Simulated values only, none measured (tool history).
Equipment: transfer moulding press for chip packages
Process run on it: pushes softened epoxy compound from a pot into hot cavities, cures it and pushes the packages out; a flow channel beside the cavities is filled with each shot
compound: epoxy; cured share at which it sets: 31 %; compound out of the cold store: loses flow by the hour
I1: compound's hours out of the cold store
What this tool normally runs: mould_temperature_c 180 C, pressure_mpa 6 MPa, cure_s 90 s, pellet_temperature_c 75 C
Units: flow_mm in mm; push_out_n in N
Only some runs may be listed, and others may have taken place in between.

Run 1, hour 0: usual settings; I1 46.9. Result: flow_mm 675 mm, push_out_n 262 N.
Run 2, hour 35.6: usual settings; I1 46.6. Result: flow_mm 674 mm, push_out_n 408 N.
At hour 60.4: plunger's sealing rings changed.
Run 3, hour 75.7: usual settings but pellet_temperature_c 78 C; I1 44.7. Result: flow_mm 711 mm, push_out_n 471 N.
At hour 85.5: cavities cleaned with cleaning compound and waxed.
Run 4, hour 128.2: usual settings but pressure_mpa 5.23 MPa; I1 41.6. Result: flow_mm 661 mm, push_out_n 436 N.
Run 5, hour 163: usual settings but pellet_temperature_c 79 C; I1 38.7. Result: flow_mm 711 mm, push_out_n 487 N.
At hour 168.6: cavities cleaned with cleaning compound and waxed.
Run 6, hour 190.1: usual settings; I1 39. Result: flow_mm 709 mm, push_out_n 380 N.
Run 7, hour 229.6: usual settings; I1 17.9. Result: flow_mm 742 mm, push_out_n 487 N.
At hour 249.4: cavities cleaned with cleaning compound and waxed.
Run 8, hour 266.7: usual settings but pellet_temperature_c 78 C; I1 33.3. Result: flow_mm 704 mm, push_out_n 371 N.
Run 9, hour 310.2: usual settings; I1 8.2. Result: flow_mm 748 mm, push_out_n 496 N.
At hour 316.6: mould's thermocouples calibrated.
At hour 333.2: cavities cleaned with cleaning compound and waxed.
Run 10, hour 356.5: usual settings; I1 14.2. Result: flow_mm 731 mm, push_out_n 393 N.
At hour 392.3: plunger's sealing rings changed.
Run 11, hour 404.3: usual settings; I1 11. Result: flow_mm 785 mm, push_out_n 488 N.
At hour 418: cavities cleaned with cleaning compound and waxed.
Run 12, hour 436.1: usual settings; I1 43.4. Result: flow_mm 709 mm, push_out_n 353 N.
Run 13, hour 467: usual settings; I1 21.8. Result: flow_mm 752 mm, push_out_n 444 N.
At hour 500.2: cavities cleaned with cleaning compound and waxed.
Run 14, hour 504.5: usual settings but cure_s 80 s; I1 18.5. Result: flow_mm 752 mm, push_out_n 393 N.
Run 15, hour 545.9: usual settings but mould_temperature_c 174 C, pressure_mpa 4.7 MPa, cure_s 80 s, pellet_temperature_c 72 C; I1 9.7. Result: flow_mm 695 mm, push_out_n 970 N.
At hour 580.5: cavities cleaned with cleaning compound and waxed.
Run 16, hour 590.3: usual settings but mould_temperature_c 175 C; I1 41. Result: flow_mm 706 mm, push_out_n 441 N.
Run 17, hour 630.5: usual settings but mould_temperature_c 183 C, pressure_mpa 5.43 MPa; I1 40.1. Result: flow_mm 652 mm, push_out_n 372 N.
Run 18, hour 657.2: usual settings but mould_temperature_c 183 C, pressure_mpa 5.43 MPa; I1 12.4. Result: flow_mm 696 mm, push_out_n 413 N.
At hour 661.9: cavities cleaned with cleaning compound and waxed.
Run 19, hour 684.3: usual settings but mould_temperature_c 184 C, pressure_mpa 4.98 MPa; I1 38.2. Result: flow_mm 617 mm, push_out_n 322 N.
At hour 724: plunger's sealing rings changed.
Run 20, hour 738.7: usual settings but mould_temperature_c 173 C, pressure_mpa 4.83 MPa, cure_s 95 s, pellet_temperature_c 71 C; I1 27.9. Result: flow_mm 686 mm, push_out_n 765 N.
At hour 746.1: cavities cleaned with cleaning compound and waxed.
Run 21, hour 782.1: usual settings but mould_temperature_c 172 C, pressure_mpa 7.48 MPa; I1 43.5. Result: flow_mm 818 mm, push_out_n 758 N.
At hour 805.2: mould's thermocouples calibrated.
Run 22, hour 810.9: usual settings but mould_temperature_c 172 C, pressure_mpa 6.81 MPa, cure_s 121 s; I1 43.1. Result: flow_mm 771 mm, push_out_n 435 N.
At hour 829.6: cavities cleaned with cleaning compound and waxed.
Run 23, hour 844.8: usual settings but mould_temperature_c 177 C, pressure_mpa 4.98 MPa; I1 14.9. Result: flow_mm 692 mm, push_out_n 445 N.
Run 24, hour 865.8: usual settings but mould_temperature_c 177 C, pressure_mpa 4.98 MPa; I1 30. Result: flow_mm 672 mm, push_out_n 501 N.
Run 25, hour 900: usual settings but mould_temperature_c 183 C, pressure_mpa 6.94 MPa, cure_s 106 s, pellet_temperature_c 70 C; I1 22.8. Result: flow_mm 775 mm, push_out_n 343 N.
At hour 911.2: cavities cleaned with cleaning compound and waxed.
Run 26, hour 936: usual settings but mould_temperature_c 183 C, pressure_mpa 6.94 MPa, cure_s 106 s, pellet_temperature_c 70 C; I1 25.7. Result: flow_mm 771 mm, push_out_n 298 N.
Run 27, hour 973.9: usual settings but mould_temperature_c 183 C, pressure_mpa 6.94 MPa, cure_s 106 s, pellet_temperature_c 70 C; I1 13.6. Result: flow_mm 786 mm, push_out_n 354 N.

Here are 3 independent what-if runs from the current tool condition. What would each one return?
At hour 992.8: cavities cleaned with cleaning compound and waxed.
Run A, hour 1006.5: usual settings but mould_temperature_c 183 C, pressure_mpa 5.1 MPa, cure_s 106 s, pellet_temperature_c 70 C; I1 10. Result: flow_mm ?, push_out_n ?.
At hour 992.8: cavities cleaned with cleaning compound and waxed.
Run B, hour 1006.5: usual settings but mould_temperature_c 183 C, pressure_mpa 5.83 MPa, cure_s 106 s, pellet_temperature_c 70 C; I1 20.7. Result: flow_mm ?, push_out_n ?.
At hour 992.8: cavities cleaned with cleaning compound and waxed.
Run C, hour 1006.5: usual settings but mould_temperature_c 187 C, pressure_mpa 4.74 MPa, cure_s 125 s, pellet_temperature_c 70 C; I1 13.1. Result: flow_mm ?, push_out_n ?.

run  flow_mm  push_out_n
  A      675         263
  B      704         265
  C      641         243
The same runs, with their run-to-run variation unchanged, on a tool lacking any hidden condition would have given:
run  flow_mm  push_out_n
  A      715         200
  B      746         203
  C      679         185

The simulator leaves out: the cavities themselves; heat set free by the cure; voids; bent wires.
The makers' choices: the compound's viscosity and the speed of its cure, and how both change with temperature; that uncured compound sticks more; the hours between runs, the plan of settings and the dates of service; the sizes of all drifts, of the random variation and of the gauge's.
